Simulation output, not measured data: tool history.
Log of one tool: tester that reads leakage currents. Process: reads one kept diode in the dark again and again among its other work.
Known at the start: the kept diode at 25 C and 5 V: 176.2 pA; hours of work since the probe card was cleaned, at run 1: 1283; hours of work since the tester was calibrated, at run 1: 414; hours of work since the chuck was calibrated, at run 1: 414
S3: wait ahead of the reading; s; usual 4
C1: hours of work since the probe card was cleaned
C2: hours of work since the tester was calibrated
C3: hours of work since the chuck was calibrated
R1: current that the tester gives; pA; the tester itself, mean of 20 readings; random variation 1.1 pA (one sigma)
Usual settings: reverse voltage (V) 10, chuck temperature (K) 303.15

Run 1, day 0: usual settings; C1 1283; C2 414; C3 414. Result: R1 412.12 pA.
Run 2, day 6.567: usual settings; C1 1404; C2 534; C3 534. Result: R1 416.46 pA.
Run 3, day 10.571: usual settings; C1 1477; C2 608; C3 608. Result: R1 421.06 pA.
Run 4, day 18.088: usual settings; C1 1615; C2 746; C3 746. Result: R1 430.47 pA.
Run 5, day 22.175: usual settings; C1 1690; C2 821; C3 821. Result: R1 433.81 pA.
Run 6, day 29.025: usual settings; C1 1816; C2 947; C3 947. Result: R1 442.97 pA.
At day 33.662: chuck's temperature calibrated.
Run 7, day 36.383: usual settings but reverse voltage (V) 11.1; C1 1950; C2 1080; C3 50. Result: R1 414.05 pA.
Run 8, day 42.467: usual settings; C1 2061; C2 1192; C3 162. Result: R1 397.38 pA.
Run 9, day 50.721: usual settings; C1 2213; C2 1344; C3 313. Result: R1 405.48 pA.
At day 52.062: probe card cleaned and baked.
Run 10, day 55.017: usual settings; C1 54; C2 1420; C3 390. Result: R1 408.19 pA.
Run 11, day 59.754: usual settings; C1 141; C2 1507; C3 477. Result: R1 411.85 pA.
Run 12, day 63.588: usual settings; C1 212; C2 1578; C3 547. Result: R1 419.2 pA.
Run 13, day 72.212: usual settings; C1 370; C2 1736; C3 706. Result: R1 424.82 pA.
Run 14, day 76.558: usual settings but chuck temperature (K) 312.15; C1 450; C2 1816; C3 785. Result: R1 819.66 pA.
Run 15, day 84.85: usual settings but chuck temperature (K) 312.15; C1 602; C2 1968; C3 938. Result: R1 831.23 pA.
At day 90.162: chuck's temperature calibrated.
Run 16, day 92.088: usual settings; C1 734; C2 2100; C3 35. Result: R1 378.92 pA.
Run 17, day 100.958: usual settings; C1 896; C2 2262; C3 198. Result: R1 387.12 pA.
Run 18, day 109.375: usual settings; C1 1051; C2 2417; C3 353. Result: R1 397.2 pA.
Run 19, day 118.15: usual settings; C1 1212; C2 2578; C3 514. Result: R1 406.98 pA.
Run 20, day 124.412: usual settings but reverse voltage (V) 10.7, chuck temperature (K) 306.15, S3 4.63 s; C1 1327; C2 2693; C3 629. Result: R1 535.5 pA.
Run 21, day 131.542: usual settings but reverse voltage (V) 6, chuck temperature (K) 323.15; C1 1458; C2 2824; C3 760. Result: R1 1253.49 pA.
Run 22, day 138.338: usual settings but reverse voltage (V) 3.6, chuck temperature (K) 323.15, S3 0.6 s; C1 1583; C2 2949; C3 885. Result: R1 954.96 pA.
At day 146.167: chuck's temperature calibrated.
Run 23, day 146.167: usual settings but reverse voltage (V) 3.6, chuck temperature (K) 323.15, S3 0.6 s; C1 1725; C2 3091; C3 0. Result: R1 842.74 pA.
At day 150.75: tester calibrated.
Run 24, day 154.525: usual settings but reverse voltage (V) 3.6, chuck temperature (K) 323.15, S3 0.6 s; C1 1877; C2 69; C3 152. Result: R1 885.48 pA.
Run 25, day 160.404: usual settings but reverse voltage (V) 3.6, chuck temperature (K) 323.15, S3 0.6 s; C1 1985; C2 177; C3 260. Result: R1 894.61 pA.
Run 26, day 166.954: usual settings but reverse voltage (V) 6.1, S3 3.46 s; C1 2105; C2 298; C3 380. Result: R1 305.61 pA.
Run 27, day 172.7: usual settings but reverse voltage (V) 4.9, chuck temperature (K) 309.15, S3 2.2 s; C1 2211; C2 403; C3 486. Result: R1 424.4 pA.
At day 174.525: probe card cleaned and baked.
Run 28, day 177.8: usual settings but reverse voltage (V) 4.9, chuck temperature (K) 297.15, S3 2.2 s; C1 60; C2 494; C3 577. Result: R1 173.49 pA.
Run 29, day 181.683: usual settings but reverse voltage (V) 1.2, chuck temperature (K) 304.15; C1 131; C2 566; C3 648. Result: R1 134.6 pA.
Run 30, day 188.046: usual settings but reverse voltage (V) 1.5, chuck temperature (K) 293.15; C1 248; C2 683; C3 765. Result: R1 66.99 pA.

Run 31 comes next. What will it give?
Run 31, day 195.229: usual settings but reverse voltage (V) 2.3, chuck temperature (K) 298.15, S3 7.14 s; C1 380; C2 815; C3 897. Result: R1 ?.

R1: 127.92 pA
Without the tool's hidden state the same run would have given R1 113.29 pA.
